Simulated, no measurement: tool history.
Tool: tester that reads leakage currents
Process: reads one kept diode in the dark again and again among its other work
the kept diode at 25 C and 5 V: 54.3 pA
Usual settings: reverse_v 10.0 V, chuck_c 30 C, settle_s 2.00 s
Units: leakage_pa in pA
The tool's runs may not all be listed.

Run 1, hour 0.0: usual settings. Result: leakage_pa 130.68 pA.
Run 2, hour 148.9: usual settings. Result: leakage_pa 131.81 pA.
Run 3, hour 308.4: usual settings but chuck_c 27 C. Result: leakage_pa 100.80 pA.
Run 4, hour 447.2: usual settings but chuck_c 27 C. Result: leakage_pa 100.94 pA.
Run 5, hour 569.2: usual settings but chuck_c 27 C. Result: leakage_pa 101.05 pA.
At hour 609.1: chuck's temperature calibrated.
Run 6, hour 707.2: usual settings but chuck_c 27 C. Result: leakage_pa 107.81 pA.
Run 7, hour 856.5: usual settings but chuck_c 27 C. Result: leakage_pa 108.12 pA.
Run 8, hour 1019.7: usual settings. Result: leakage_pa 140.13 pA.
Run 9, hour 1133.1: usual settings. Result: leakage_pa 140.83 pA.
Run 10, hour 1277.0: usual settings but chuck_c 24 C. Result: leakage_pa 84.97 pA.
Run 11, hour 1380.6: usual settings but chuck_c 24 C. Result: leakage_pa 85.80 pA.
Run 12, hour 1537.0: usual settings. Result: leakage_pa 140.33 pA.
Run 13, hour 1656.9: usual settings. Result: leakage_pa 141.86 pA.
Run 14, hour 1789.9: usual settings but reverse_v 19.7 V. Result: leakage_pa 219.07 pA.
Run 15, hour 1935.4: usual settings but reverse_v 19.7 V. Result: leakage_pa 218.17 pA.
Run 16, hour 2025.5: usual settings but reverse_v 11.8 V, chuck_c 23 C. Result: leakage_pa 90.37 pA.
Run 17, hour 2145.3: usual settings but reverse_v 17.8 V. Result: leakage_pa 205.65 pA.
Run 18, hour 2268.7: usual settings but reverse_v 10.2 V, chuck_c 20 C, settle_s 0.85 s. Result: leakage_pa 68.63 pA.
Run 19, hour 2427.7: usual settings but reverse_v 14.9 V, chuck_c 59 C, settle_s 1.88 s. Result: leakage_pa 1885.97 pA.
Run 20, hour 2518.2: usual settings but reverse_v 14.9 V, chuck_c 59 C, settle_s 1.88 s. Result: leakage_pa 1873.91 pA.
At hour 2632.1: chuck's temperature calibrated.
Run 21, hour 2632.1: usual settings but reverse_v 1.1 V, chuck_c 25 C, settle_s 5.74 s. Result: leakage_pa 24.41 pA.
Run 22, hour 2712.3: usual settings but reverse_v 1.1 V, chuck_c 25 C, settle_s 5.74 s. Result: leakage_pa 24.19 pA.
Run 23, hour 2794.6: usual settings but reverse_v 2.2 V, chuck_c 24 C, settle_s 5.91 s. Result: leakage_pa 34.54 pA.
Run 24, hour 2933.1: usual settings but reverse_v 2.2 V, chuck_c 24 C, settle_s 5.91 s. Result: leakage_pa 34.97 pA.
Run 25, hour 3002.1: usual settings but reverse_v 2.2 V, chuck_c 24 C, settle_s 5.91 s. Result: leakage_pa 34.91 pA.
Run 26, hour 3143.4: usual settings but reverse_v 2.2 V, chuck_c 24 C, settle_s 5.91 s. Result: leakage_pa 34.87 pA.
At hour 3190.8: tester calibrated.
Run 27, hour 3244.1: usual settings but reverse_v 1.3 V, chuck_c 28 C, settle_s 0.40 s. Result: leakage_pa 35.75 pA.
Run 28, hour 3350.9: usual settings but chuck_c 33 C. Result: leakage_pa 194.76 pA.

Forecast each of these 3 alternatives for the next run:
Run A, hour 3444.2: usual settings but reverse_v 2.4 V, chuck_c 20 C, settle_s 3.53 s. Result: leakage_pa ?.
Run B, hour 3444.2: usual settings but chuck_c 33 C, settle_s 7.93 s. Result: leakage_pa ?.
Run C, hour 3444.2: usual settings but reverse_v 14.6 V, chuck_c 57 C. Result: leakage_pa ?.

run  leakage_pa
  A       27.18
  B      195.08
  C     1676.75
Without the tool's hidden state the same runs would have given:
run  leakage_pa
  A       21.82
  B      175.21
  C     1687.12
